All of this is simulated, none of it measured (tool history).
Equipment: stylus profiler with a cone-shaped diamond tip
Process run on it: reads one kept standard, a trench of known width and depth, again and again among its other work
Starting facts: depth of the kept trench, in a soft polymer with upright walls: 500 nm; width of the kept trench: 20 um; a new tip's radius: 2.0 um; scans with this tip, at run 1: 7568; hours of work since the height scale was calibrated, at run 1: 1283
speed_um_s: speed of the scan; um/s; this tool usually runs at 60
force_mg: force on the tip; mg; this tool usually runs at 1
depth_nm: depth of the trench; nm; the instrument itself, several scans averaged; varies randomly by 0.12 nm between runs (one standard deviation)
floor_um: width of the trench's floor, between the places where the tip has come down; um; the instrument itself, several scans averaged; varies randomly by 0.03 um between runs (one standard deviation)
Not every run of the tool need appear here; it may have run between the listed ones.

run	day	speed_um_s	force_mg	scans with this tip	hours of work since the height scale was calibrated	depth_nm	floor_um
1	0	60	1	7568	1283	503.27	16.86
2	4.796	60	1	7898	1339	503.17	16.79
3	9.496	60	1	8220	1394	503.05	16.85
4	13.95	60	0.65	8526	1446	501.65	16.76
5	16.142	60	1	8676	1471	502.94	16.72
6	19.642	60	2.91	8916	1512	507.24	16.84
7	24.733	64	1.28	9266	1571	503.4	16.79
8	29.571	35	1.69	9598	1627	504.61	16.87
9	33.233	35	1.69	9849	1670	504.27	16.84
10	37.921	60	2.97	10171	1725	507.12	16.78
# day 41.462: height scale calibrated on a step standard
11	41.871	137	0.42	10440	5	502.44	16.29

What if the next run were any one of these 5? Each begins from the tool's condition after run 11:
A	45.021	60	1.64	10657	41	?	?
B	45.021	45	0.77	10657	41	?	?
C	45.021	111	0.42	10657	41	?	?
D	45.021	64	2.84	10657	41	?	?
E	45.021	192	0.63	10657	41	?	?

run	depth_nm	floor_um
A	506.09	16.73
B	503.57	16.72
C	502.44	16.44
D	508.73	16.73
E	503.13	16.23
Had the tool no hidden state, the same runs would have come out as:
run	depth_nm	floor_um
A	506.19	17.24
B	503.66	17.22
C	502.54	16.94
D	508.82	17.24
E	503.23	16.73
